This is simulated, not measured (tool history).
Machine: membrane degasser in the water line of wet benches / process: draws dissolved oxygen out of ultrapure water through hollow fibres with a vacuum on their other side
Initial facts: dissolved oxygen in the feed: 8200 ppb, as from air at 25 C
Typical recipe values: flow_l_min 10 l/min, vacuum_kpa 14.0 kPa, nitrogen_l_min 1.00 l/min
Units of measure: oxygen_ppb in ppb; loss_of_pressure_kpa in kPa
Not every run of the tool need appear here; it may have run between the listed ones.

run,hour,flow_l_min,vacuum_kpa,nitrogen_l_min,oxygen_ppb,loss_of_pressure_kpa
1,0.0,10,14.0,1.00,269.0,58.29
2,211.9,16,14.0,1.00,472.7,93.22
3,500.4,16,14.0,1.00,473.3,93.86
4,683.2,10,14.0,1.00,268.0,58.52
5,857.5,10,16.3,1.00,322.0,58.96
# hour 912.0: vacuum gauge calibrated
6,1110.4,10,16.3,1.00,317.1,58.95
7,1377.1,10,16.3,1.00,318.0,58.99
8,1666.5,10,16.3,1.00,318.6,58.82
9,1928.1,10,16.3,1.00,319.7,58.59
10,2200.9,10,16.3,1.00,319.1,58.59
11,2483.6,10,16.3,1.00,319.4,58.67
12,2768.2,10,16.3,1.00,322.7,58.91
13,2995.7,10,16.3,1.00,321.0,59.18
# hour 3210.5: seals of the vacuum lines changed
14,3279.6,10,14.4,1.00,272.2,59.10
15,3557.3,13,14.0,1.00,358.7,77.10
16,3865.5,13,14.0,1.00,361.8,76.91
17,4116.6,11,14.0,1.00,295.8,65.44
18,4299.0,7,14.0,0.63,280.7,41.54
19,4596.9,7,14.0,0.63,281.2,41.62
20,4752.7,6,14.0,0.63,245.6,35.88
21,4937.8,10,14.7,1.00,283.6,59.40
22,5082.9,10,23.4,1.00,474.9,59.49
# hour 5250.9: vacuum gauge calibrated
23,5370.3,10,10.3,1.00,179.0,59.89
24,5682.1,7,11.4,1.00,138.7,41.74
25,5964.1,7,11.4,1.00,140.2,41.97
26,6221.1,7,11.4,1.00,140.5,42.16
27,6359.1,7,11.4,1.00,140.4,41.84
28,6651.4,7,11.4,1.00,141.0,41.62
29,6790.3,15,15.8,2.34,273.7,90.70
30,7033.3,7,19.0,1.00,264.5,41.88
31,7233.6,7,33.5,0.94,523.9,42.43
32,7417.5,13,14.0,0.42,706.0,78.60

What if the next run were any one of these 4? Each begins from the tool's condition after run 32:
A,7685.2,10,23.3,1.91,?,?
B,7685.2,7,14.0,1.22,?,?
C,7685.2,11,13.5,0.42,?,?
D,7685.2,10,32.3,0.43,?,?

run,oxygen_ppb,loss_of_pressure_kpa
A,267.9,60.35
B,153.8,42.48
C,577.6,66.69
D,1302.8,60.41
With no hidden state in the tool, these same runs would have given:
run,oxygen_ppb,loss_of_pressure_kpa
A,258.3,55.80
B,149.4,39.29
C,562.3,61.66
D,1287.4,55.85

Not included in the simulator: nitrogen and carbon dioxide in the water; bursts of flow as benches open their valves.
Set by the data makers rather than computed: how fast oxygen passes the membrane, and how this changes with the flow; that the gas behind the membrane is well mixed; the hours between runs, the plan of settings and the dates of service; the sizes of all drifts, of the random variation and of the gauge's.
